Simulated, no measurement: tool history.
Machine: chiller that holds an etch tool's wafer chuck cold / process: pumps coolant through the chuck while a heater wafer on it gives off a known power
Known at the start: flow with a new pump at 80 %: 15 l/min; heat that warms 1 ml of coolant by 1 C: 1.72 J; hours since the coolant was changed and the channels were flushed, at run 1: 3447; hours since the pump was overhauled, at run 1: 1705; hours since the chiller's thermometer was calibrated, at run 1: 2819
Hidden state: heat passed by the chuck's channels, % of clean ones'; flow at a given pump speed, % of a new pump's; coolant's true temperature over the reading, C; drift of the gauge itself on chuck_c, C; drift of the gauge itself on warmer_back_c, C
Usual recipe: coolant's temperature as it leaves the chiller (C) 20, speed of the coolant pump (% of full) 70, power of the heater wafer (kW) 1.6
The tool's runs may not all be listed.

run    hour  coolant's temperature as it leaves the chiller (C)  speed of the coolant pump (% of full)  power of the heater wafer (kW)  hours since the coolant was changed and the channels were flushed  hours since the pump was overhauled  hours since the chiller's thermometer was calibrated  chuck's temperature once it has settled (K)  how much warmer the coolant comes back (C)
  1       0                                                  20                                     70                             1.6                                                               3447                                 1705                                                  2819                                       304.46                                         4.3
  2    66.5                                                  20                                     70                             1.6                                                               3514                                 1771                                                  2886                                       304.38                                         4.3
  3     117                                                  20                                     70                             1.6                                                               3564                                 1822                                                  2936                                       304.36                                        4.34
  4   160.9                                                  20                                     70                             1.6                                                               3608                                 1866                                                  2980                                       304.35                                        4.35
  5   218.2                                                  20                                     70                             1.6                                                               3665                                 1923                                                  3037                                       304.37                                        4.27
  6   305.7                                                  20                                     70                             1.6                                                               3753                                 2011                                                  3125                                       304.26                                        4.26
  7   380.4                                                  20                                     70                             1.6                                                               3828                                 2085                                                  3200                                       304.33                                        4.27
  8   435.8                                                  20                                     70                             1.6                                                               3883                                 2141                                                  3255                                       304.54                                         4.3
  9     493                                                  20                                     70                             1.6                                                               3940                                 2198                                                  3312                                       304.29                                        4.29
 10   562.5                                                  20                                     70                             1.6                                                               4010                                 2267                                                  3382                                       304.64                                        4.27
 11   609.1                                                  20                                     70                           1.487                                                               4056                                 2314                                                  3428                                       303.61                                        3.98
 12     667                                                  20                                     70                           1.487                                                               4114                                 2372                                                  3486                                       303.76                                        3.93
 13     717                                                  20                                     70                           1.487                                                               4164                                 2422                                                  3536                                       303.65                                        3.96
 14   776.4                                                  28                                     70                           1.106                                                               4224                                 2481                                                  3596                                       309.09                                         2.9
 15     868                                                  28                                     70                           1.106                                                               4315                                 2573                                                  3687                                       309.11                                        2.88
 16   927.2                                                  21                                     75                           2.016                                                               4374                                 2632                                                  3746                                       307.89                                        4.95
 17   982.1                                                  27                                     61                             1.6                                                               4429                                 2687                                                  3801                                       312.41                                        4.91
 18  1035.2                                                  24                                     85                             1.6                                                               4482                                 2740                                                  3854                                       307.22                                        3.34
 19  1127.1                                                  20                                     70                           1.248                                                               4574                                 2832                                                  3946                                       302.09                                        3.23
 20  1212.8                                                  18                                     65                             1.6                                                               4660                                 2918                                                  4032                                       303.12                                        4.59
 21  1291.2                                                  18                                     65                             1.6                                                               4738                                 2996                                                  4110                                       302.92                                        4.54

Same runs, no hidden state in the tool, same run-to-run variation:
run  how much warmer the coolant comes back (C)
  1                                         4.3
  2                                        4.31
  3                                        4.35
  4                                        4.37
  5                                        4.29
  6                                         4.3
  7                                        4.31
  8                                        4.35
  9                                        4.34
 10                                        4.33
 11                                        4.05
 12                                        4.01
 13                                        4.05
 14                                        2.99
 15                                        2.98
 16                                        5.05
 17                                        5.02
 18                                        3.46
 19                                        3.36
 20                                        4.73
 21                                        4.69
chuck's temperature once it has settled (K): within 0.03 of the measured result in every run.
